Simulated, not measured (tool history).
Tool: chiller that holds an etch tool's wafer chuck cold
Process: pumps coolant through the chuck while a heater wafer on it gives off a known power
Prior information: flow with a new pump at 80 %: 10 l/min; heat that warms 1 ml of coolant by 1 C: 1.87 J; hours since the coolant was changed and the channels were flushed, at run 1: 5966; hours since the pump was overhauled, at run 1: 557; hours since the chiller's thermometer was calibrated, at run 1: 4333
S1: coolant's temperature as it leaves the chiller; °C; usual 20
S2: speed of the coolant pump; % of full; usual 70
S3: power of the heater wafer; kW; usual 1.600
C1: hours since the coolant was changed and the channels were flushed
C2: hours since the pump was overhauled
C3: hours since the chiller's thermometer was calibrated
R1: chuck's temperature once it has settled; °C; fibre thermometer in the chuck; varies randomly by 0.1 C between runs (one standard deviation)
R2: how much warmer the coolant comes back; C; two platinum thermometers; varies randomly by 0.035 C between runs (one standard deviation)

{"run": 1, "day": 0.0, "S1": 20, "S2": 70, "S3": 1.6, "C1": 5966, "C2": 557, "C3": 4333, "R1": 34.9, "R2": 5.88}
{"run": 2, "day": 1.483, "S1": 20, "S2": 70, "S3": 1.6, "C1": 6001, "C2": 593, "C3": 4369, "R1": 35.0, "R2": 5.85}
{"run": 3, "day": 2.367, "S1": 20, "S2": 70, "S3": 1.6, "C1": 6022, "C2": 614, "C3": 4390, "R1": 34.8, "R2": 5.91}
{"run": 4, "day": 3.962, "S1": 20, "S2": 70, "S3": 1.6, "C1": 6061, "C2": 652, "C3": 4428, "R1": 34.8, "R2": 5.87}
{"run": 5, "day": 4.988, "S1": 20, "S2": 70, "S3": 1.6, "C1": 6085, "C2": 677, "C3": 4453, "R1": 34.8, "R2": 5.91}
{"run": 6, "day": 6.646, "S1": 11, "S2": 70, "S3": 1.6, "C1": 6125, "C2": 717, "C3": 4493, "R1": 25.9, "R2": 5.78}
{"run": 7, "day": 7.75, "S1": 11, "S2": 70, "S3": 1.6, "C1": 6151, "C2": 743, "C3": 4519, "R1": 25.8, "R2": 5.83}
{"run": 8, "day": 9.454, "S1": 20, "S2": 70, "S3": 0.962, "C1": 6192, "C2": 784, "C3": 4560, "R1": 28.9, "R2": 3.46}
{"run": 9, "day": 11.054, "S1": 30, "S2": 70, "S3": 1.6, "C1": 6231, "C2": 822, "C3": 4599, "R1": 44.8, "R2": 5.78}
{"run": 10, "day": 12.317, "S1": 30, "S2": 70, "S3": 1.6, "C1": 6261, "C2": 853, "C3": 4629, "R1": 44.9, "R2": 5.79}
{"run": 11, "day": 13.783, "S1": 11, "S2": 70, "S3": 2.136, "C1": 6296, "C2": 888, "C3": 4664, "R1": 30.8, "R2": 7.74}
{"run": 12, "day": 15.046, "S1": 23, "S2": 84, "S3": 1.6, "C1": 6327, "C2": 918, "C3": 4694, "R1": 36.1, "R2": 4.7}
{"run": 13, "day": 16.233, "S1": 23, "S2": 84, "S3": 1.6, "C1": 6355, "C2": 947, "C3": 4723, "R1": 36.1, "R2": 4.74}

Alternative continuations, all from the tool just after run 13; predict every row:
{"run": "A", "day": 17.742, "S1": 16, "S2": 70, "S3": 0.865, "C1": 6391, "C2": 983, "C3": 4759, "R1": "?", "R2": "?"}
{"run": "B", "day": 17.742, "S1": 20, "S2": 70, "S3": 0.883, "C1": 6391, "C2": 983, "C3": 4759, "R1": "?", "R2": "?"}
{"run": "C", "day": 17.742, "S1": 26, "S2": 60, "S3": 1.783, "C1": 6391, "C2": 983, "C3": 4759, "R1": "?", "R2": "?"}
{"run": "D", "day": 17.742, "S1": 13, "S2": 70, "S3": 1.6, "C1": 6391, "C2": 983, "C3": 4759, "R1": "?", "R2": "?"}
{"run": "E", "day": 17.742, "S1": 17, "S2": 69, "S3": 1.6, "C1": 6391, "C2": 983, "C3": 4759, "R1": "?", "R2": "?"}

run=A R1=23.9 R2=3.05
run=B R1=28.3 R2=3.11
run=C R1=44.6 R2=7.48
run=D R1=28.0 R2=5.68
run=E R1=32.1 R2=5.75
Without the tool's unlogged condition, the same runs would have read:
run=A R1=23.8 R2=3.23
run=B R1=28.3 R2=3.28
run=C R1=44.5 R2=7.66
run=D R1=27.9 R2=5.85
run=E R1=32.0 R2=5.92
